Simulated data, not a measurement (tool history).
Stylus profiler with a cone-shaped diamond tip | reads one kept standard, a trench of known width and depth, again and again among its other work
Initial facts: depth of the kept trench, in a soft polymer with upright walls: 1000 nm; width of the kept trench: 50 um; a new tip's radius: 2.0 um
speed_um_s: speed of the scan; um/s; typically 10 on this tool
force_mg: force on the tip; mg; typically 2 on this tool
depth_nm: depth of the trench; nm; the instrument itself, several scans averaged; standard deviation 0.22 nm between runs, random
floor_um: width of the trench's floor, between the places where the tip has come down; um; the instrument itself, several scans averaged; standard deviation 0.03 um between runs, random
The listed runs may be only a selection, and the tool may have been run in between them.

| run | hour | speed_um_s | force_mg | depth_nm | floor_um |
|---|---|---|---|---|---|
| 1 | 0 | 10 | 2 | 1005.39 | 46.47 |
| 2 | 13.7 | 10 | 2 | 1005.44 | 46.52 |
| 3 | 26.1 | 10 | 2 | 1005.87 | 46.5 |
| 4 | 33.4 | 10 | 2 | 1005.73 | 46.47 |
| 5 | 42 | 25 | 2 | 1005.82 | 46.34 |
| 6 | 55.1 | 3 | 2 | 1006.01 | 46.54 |
| 7 | 61.9 | 10 | 2 | 1005.63 | 46.47 |
| 8 | 69.8 | 10 | 2 | 1005.86 | 46.49 |
| 9 | 77.7 | 10 | 2 | 1005.43 | 46.52 |
| 10 | 92.8 | 10 | 2 | 1005.61 | 46.5 |
| 11 | 106.9 | 10 | 2 | 1005.75 | 46.51 |
| 12 | 121.3 | 10 | 2 | 1005.59 | 46.46 |
| 13 | 137.8 | 10 | 2 | 1005.43 | 46.46 |
| 14 | 150.7 | 8 | 2 | 1005.18 | 46.54 |
| 15 | 164.4 | 8 | 2 | 1005.16 | 46.46 |
| 16 | 173.1 | 8 | 2 | 1005.6 | 46.43 |
| 17 | 189 | 8 | 1.29 | 1004.22 | 46.49 |
| 18 | 204.7 | 4 | 1.08 | 1003.61 | 46.48 |
| 19 | 212.5 | 4 | 1.08 | 1003.74 | 46.49 |
| 20 | 222 | 3 | 0.82 | 1003.47 | 46.51 |
| 21 | 230.1 | 3 | 0.82 | 1002.69 | 46.53 |
| 22 | 241.2 | 9 | 3.93 | 1009 | 46.54 |
| 23 | 248.8 | 16 | 2 | 1005.74 | 46.51 |
| 24 | 258.9 | 10 | 2.19 | 1005.89 | 46.47 |
| 25 | 271.5 | 3 | 1.55 | 1004.58 | 46.53 |
| 26 | 282.1 | 7 | 2.15 | 1005.85 | 46.51 |
| 27 | 290 | 36 | 0.76 | 1002.9 | 46.25 |
| 28 | 306.2 | 32 | 0.89 | 1003.33 | 46.33 |
| 29 | 317 | 5 | 2.64 | 1006.61 | 46.5 |
| 30 | 327.2 | 22 | 0.84 | 1003.02 | 46.37 |
| 31 | 341.6 | 6 | 4.42 | 1009.63 | 46.48 |
| 32 | 353.7 | 16 | 1.94 | 1005.32 | 46.47 |

4 options for the next run, each taken on its own from the tool as it stands now. Forecast them:
| A | 364.6 | 4 | 5.57 | ? | ? |
| B | 364.6 | 3 | 1.32 | ? | ? |
| C | 364.6 | 40 | 1.99 | ? | ? |
| D | 364.6 | 12 | 0.79 | ? | ? |

| run | depth_nm | floor_um |
|---|---|---|
| A | 1011.31 | 46.5 |
| B | 1004.08 | 46.46 |
| C | 1005.77 | 46.33 |
| D | 1002.82 | 46.42 |
Had the tool no hidden state, the same runs would have come out as:
| run | depth_nm | floor_um |
|---|---|---|
| A | 1011.32 | 46.51 |
| B | 1004.09 | 46.47 |
| C | 1005.78 | 46.34 |
| D | 1002.83 | 46.43 |

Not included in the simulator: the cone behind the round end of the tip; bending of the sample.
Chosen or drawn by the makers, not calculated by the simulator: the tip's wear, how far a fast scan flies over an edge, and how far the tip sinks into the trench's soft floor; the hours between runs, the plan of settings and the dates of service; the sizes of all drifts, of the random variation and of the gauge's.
